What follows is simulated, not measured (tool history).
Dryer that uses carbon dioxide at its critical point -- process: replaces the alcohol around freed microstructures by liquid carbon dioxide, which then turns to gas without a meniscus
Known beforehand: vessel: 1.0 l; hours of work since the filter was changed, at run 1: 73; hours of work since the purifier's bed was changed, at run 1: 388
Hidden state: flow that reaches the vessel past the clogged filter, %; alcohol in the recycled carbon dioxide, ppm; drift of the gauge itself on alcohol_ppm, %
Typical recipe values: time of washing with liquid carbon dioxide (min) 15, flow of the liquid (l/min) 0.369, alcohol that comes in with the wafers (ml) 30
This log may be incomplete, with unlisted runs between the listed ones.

run,hour,time of washing with liquid carbon dioxide (min),flow of the liquid (l/min),alcohol that comes in with the wafers (ml),hours of work since the filter was changed,hours of work since the purifier's bed was changed,alcohol left in the vessel before it's heated (ppm by volume)
1,0.0,15,0.369,30,73,388,300
2,59.5,15,0.369,30,108,423,301
3,94.4,15,0.369,30,128,443,305
4,144.8,15,0.369,30,158,473,315
5,174.5,15,0.369,30,175,490,318
6,226.3,15,0.369,30,206,520,331
7,287.6,15,0.369,30,242,556,341
8,314.4,15,0.369,30,257,572,324
9,350.8,15,0.369,30,279,593,345
10,409.2,19,0.422,85,313,628,160
11,459.8,19,0.422,85,343,657,162
12,518.0,19,0.422,85,377,691,166
13,556.3,19,0.422,85,399,714,179
# hour 582.6: inlet filter changed
14,582.6,19,0.422,85,0,729,121
15,617.4,19,0.422,85,20,749,125
16,643.5,22,0.369,30,36,764,72
17,691.2,15,0.347,46,64,792,576
18,739.2,15,0.347,46,92,820,582

Predict each of these 4 candidate next runs independently; none follows another, all start after run 18:
A,787.0,11,0.235,46,120,848,?
B,787.0,13,0.289,21,120,848,?
C,787.0,14,0.432,25,120,848,?
D,787.0,15,0.573,46,120,848,?

run,alcohol left in the vessel before it's heated (ppm by volume)
A,5168
B,914
C,198
D,82
Without the tool's hidden state the same runs would have given:
run,alcohol left in the vessel before it's heated (ppm by volume)
A,4861
B,802
C,130
D,26
